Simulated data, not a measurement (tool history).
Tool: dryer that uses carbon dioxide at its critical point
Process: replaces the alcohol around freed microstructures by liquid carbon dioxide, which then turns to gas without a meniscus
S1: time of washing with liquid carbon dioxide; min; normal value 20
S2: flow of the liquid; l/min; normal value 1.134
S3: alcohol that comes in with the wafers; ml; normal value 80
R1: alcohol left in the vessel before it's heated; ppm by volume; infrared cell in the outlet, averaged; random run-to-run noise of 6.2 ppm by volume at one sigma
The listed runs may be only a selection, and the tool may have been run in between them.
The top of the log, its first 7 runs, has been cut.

Run 8, day 4.188: usual settings but S3 56 ml. Result: R1 336 ppm by volume.
Run 9, day 4.625: usual settings but S2 0.680 l/min. Result: R1 1659 ppm by volume.
Run 10, day 5.425: usual settings but S2 0.680 l/min. Result: R1 1712 ppm by volume.
Run 11, day 5.992: usual settings. Result: R1 471 ppm by volume.
Run 12, day 6.775: usual settings. Result: R1 449 ppm by volume.
Run 13, day 7.608: usual settings. Result: R1 484 ppm by volume.
Run 14, day 8.021: usual settings. Result: R1 482 ppm by volume.
Run 15, day 8.654: usual settings. Result: R1 499 ppm by volume.
Run 16, day 9.038: usual settings but S3 87 ml. Result: R1 516 ppm by volume.
Run 17, day 9.875: usual settings but S1 14 min, S2 0.740 l/min, S3 34 ml. Result: R1 1457 ppm by volume.
Run 18, day 10.462: usual settings but S1 16 min, S3 46 ml. Result: R1 642 ppm by volume.
Run 19, day 10.938: usual settings but S1 14 min, S2 1.210 l/min, S3 25 ml. Result: R1 502 ppm by volume.
Run 20, day 11.750: usual settings but S1 14 min, S2 1.210 l/min, S3 25 ml. Result: R1 502 ppm by volume.
Run 21, day 12.442: usual settings but S1 13 min, S2 1.030 l/min. Result: R1 2032 ppm by volume.
Run 22, day 13.175: usual settings but S1 13 min, S2 1.030 l/min. Result: R1 2022 ppm by volume.
Run 23, day 13.858: usual settings but S1 22 min, S2 0.970 l/min, S3 34 ml. Result: R1 416 ppm by volume.
Run 24, day 14.262: usual settings but S3 66 ml. Result: R1 535 ppm by volume.
Run 25, day 14.950: usual settings but S1 22 min, S2 1.410 l/min, S3 53 ml. Result: R1 289 ppm by volume.
Run 26, day 15.758: usual settings but S1 16 min, S2 1.530 l/min, S3 109 ml. Result: R1 625 ppm by volume.
Run 27, day 16.417: usual settings but S1 14 min, S2 1.530 l/min, S3 54 ml. Result: R1 568 ppm by volume.
Run 28, day 17.088: usual settings but S1 27 min, S2 1.530 l/min, S3 86 ml. Result: R1 261 ppm by volume.
Run 29, day 17.479: usual settings but S1 27 min, S2 1.530 l/min, S3 86 ml. Result: R1 279 ppm by volume.
Run 30, day 17.929: usual settings but S1 27 min, S2 1.160 l/min, S3 86 ml. Result: R1 353 ppm by volume.
Run 31, day 18.446: usual settings but S1 17 min, S2 1.140 l/min, S3 35 ml. Result: R1 564 ppm by volume.
At day 18.629: purifier's bed changed.
Run 32, day 19.050: usual settings but S1 17 min, S2 1.140 l/min, S3 35 ml. Result: R1 335 ppm by volume.

Each row is a separate what-if for the run after 32, all from the same tool condition, not one after another. Results?
Run A, day 19.888: usual settings but S2 1.450 l/min, S3 35 ml. Result: R1 ?.
Run B, day 19.888: usual settings but S1 12 min, S2 0.970 l/min, S3 35 ml. Result: R1 ?.
Run C, day 19.888: usual settings but S1 17 min, S2 1.270 l/min, S3 35 ml. Result: R1 ?.
Run D, day 19.888: usual settings but S1 29 min, S2 0.720 l/min, S3 111 ml. Result: R1 ?.
Run E, day 19.888: usual settings but S1 29 min. Result: R1 ?.

run    R1
  A    83
  B  1252
  C   240
  D   837
  E    80
With the hidden condition removed and each run's random variation left untouched, the same runs would have given:
run   R1
  A   38
  B  928
  C  135
  D  488
  E   26
